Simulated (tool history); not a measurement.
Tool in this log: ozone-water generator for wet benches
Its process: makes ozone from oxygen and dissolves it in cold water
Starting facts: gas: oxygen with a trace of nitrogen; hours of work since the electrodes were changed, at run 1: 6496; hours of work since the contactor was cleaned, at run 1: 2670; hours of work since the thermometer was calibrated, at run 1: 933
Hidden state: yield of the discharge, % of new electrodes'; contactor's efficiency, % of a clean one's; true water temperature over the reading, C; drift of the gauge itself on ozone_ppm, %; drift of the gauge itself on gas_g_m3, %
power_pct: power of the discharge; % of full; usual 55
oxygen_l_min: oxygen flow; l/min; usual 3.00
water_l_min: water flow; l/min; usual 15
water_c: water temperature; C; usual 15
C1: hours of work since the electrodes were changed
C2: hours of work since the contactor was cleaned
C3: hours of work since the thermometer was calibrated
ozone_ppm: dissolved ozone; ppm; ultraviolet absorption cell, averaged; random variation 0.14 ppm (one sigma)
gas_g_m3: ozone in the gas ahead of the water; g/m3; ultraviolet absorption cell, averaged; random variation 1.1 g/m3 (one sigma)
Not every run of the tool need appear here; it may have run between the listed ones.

run 1 hour=0.0 | power_pct=55 oxygen_l_min=3.00 water_l_min=15 water_c=15 | C1=6496 C2=2670 C3=933 | ozone_ppm=16.5 gas_g_m3=187.1
run 2 hour=160.5 | power_pct=55 oxygen_l_min=3.00 water_l_min=15 water_c=15 | C1=6646 C2=2820 C3=1083 | ozone_ppm=16.4 gas_g_m3=188.6
run 3 hour=333.4 | power_pct=55 oxygen_l_min=3.00 water_l_min=15 water_c=15 | C1=6807 C2=2981 C3=1244 | ozone_ppm=16.3 gas_g_m3=187.2
-- hour=347.6 electrodes of the discharge changed
run 4 hour=464.7 | power_pct=55 oxygen_l_min=3.97 water_l_min=15 water_c=15 | C1=109 C2=3098 C3=1361 | ozone_ppm=16.1 gas_g_m3=153.7
run 5 hour=595.3 | power_pct=55 oxygen_l_min=3.00 water_l_min=15 water_c=15 | C1=231 C2=3220 C3=1483 | ozone_ppm=16.7 gas_g_m3=185.8
run 6 hour=769.6 | power_pct=55 oxygen_l_min=3.00 water_l_min=15 water_c=15 | C1=394 C2=3383 C3=1646 | ozone_ppm=16.5 gas_g_m3=188.2
run 7 hour=875.8 | power_pct=55 oxygen_l_min=3.00 water_l_min=15 water_c=15 | C1=493 C2=3482 C3=1745 | ozone_ppm=16.4 gas_g_m3=188.3
-- hour=936.8 contactor cleaned
run 8 hour=1044.9 | power_pct=55 oxygen_l_min=3.00 water_l_min=15 water_c=15 | C1=647 C2=101 C3=1899 | ozone_ppm=16.2 gas_g_m3=188.7
run 9 hour=1125.7 | power_pct=55 oxygen_l_min=3.00 water_l_min=15 water_c=15 | C1=722 C2=176 C3=1974 | ozone_ppm=16.3 gas_g_m3=188.9
run 10 hour=1215.9 | power_pct=55 oxygen_l_min=3.00 water_l_min=15 water_c=15 | C1=806 C2=260 C3=2059 | ozone_ppm=16.5 gas_g_m3=187.2
run 11 hour=1335.0 | power_pct=55 oxygen_l_min=3.00 water_l_min=15 water_c=15 | C1=917 C2=372 C3=2170 | ozone_ppm=16.4 gas_g_m3=187.9
run 12 hour=1510.9 | power_pct=55 oxygen_l_min=3.00 water_l_min=15 water_c=15 | C1=1082 C2=536 C3=2334 | ozone_ppm=16.7 gas_g_m3=187.9
run 13 hour=1656.8 | power_pct=55 oxygen_l_min=3.00 water_l_min=15 water_c=15 | C1=1218 C2=672 C3=2470 | ozone_ppm=16.3 gas_g_m3=187.6
run 14 hour=1830.7 | power_pct=55 oxygen_l_min=3.00 water_l_min=15 water_c=15 | C1=1380 C2=834 C3=2632 | ozone_ppm=16.4 gas_g_m3=187.5
run 15 hour=1931.3 | power_pct=55 oxygen_l_min=3.00 water_l_min=15 water_c=14 | C1=1474 C2=928 C3=2726 | ozone_ppm=16.6 gas_g_m3=188.5
run 16 hour=2042.2 | power_pct=55 oxygen_l_min=3.00 water_l_min=15 water_c=14 | C1=1577 C2=1031 C3=2829 | ozone_ppm=16.5 gas_g_m3=188.9
run 17 hour=2185.9 | power_pct=55 oxygen_l_min=3.00 water_l_min=16 water_c=15 | C1=1711 C2=1165 C3=2963 | ozone_ppm=15.2 gas_g_m3=188.1
run 18 hour=2349.4 | power_pct=55 oxygen_l_min=3.00 water_l_min=16 water_c=15 | C1=1864 C2=1318 C3=3116 | ozone_ppm=15.6 gas_g_m3=187.7
run 19 hour=2444.2 | power_pct=48 oxygen_l_min=3.00 water_l_min=15 water_c=15 | C1=1952 C2=1406 C3=3204 | ozone_ppm=14.3 gas_g_m3=165.0
run 20 hour=2518.0 | power_pct=45 oxygen_l_min=2.09 water_l_min=12 water_c=15 | C1=2021 C2=1475 C3=3273 | ozone_ppm=17.1 gas_g_m3=198.6
run 21 hour=2611.3 | power_pct=44 oxygen_l_min=1.94 water_l_min=12 water_c=15 | C1=2108 C2=1562 C3=3360 | ozone_ppm=17.0 gas_g_m3=206.7

Run 22 comes next. What will it give?
run 22 hour=2735.7 | power_pct=44 oxygen_l_min=1.94 water_l_min=12 water_c=15 | C1=2224 C2=1678 C3=3476 | ozone_ppm=? gas_g_m3=?

Run 22 produced ozone_ppm 16.5 ppm, gas_g_m3 207.6 g/m3.
With the hidden condition absent and the run-to-run variation left alone, this run would have shown ozone_ppm 16.5 ppm, gas_g_m3 207.7 g/m3.
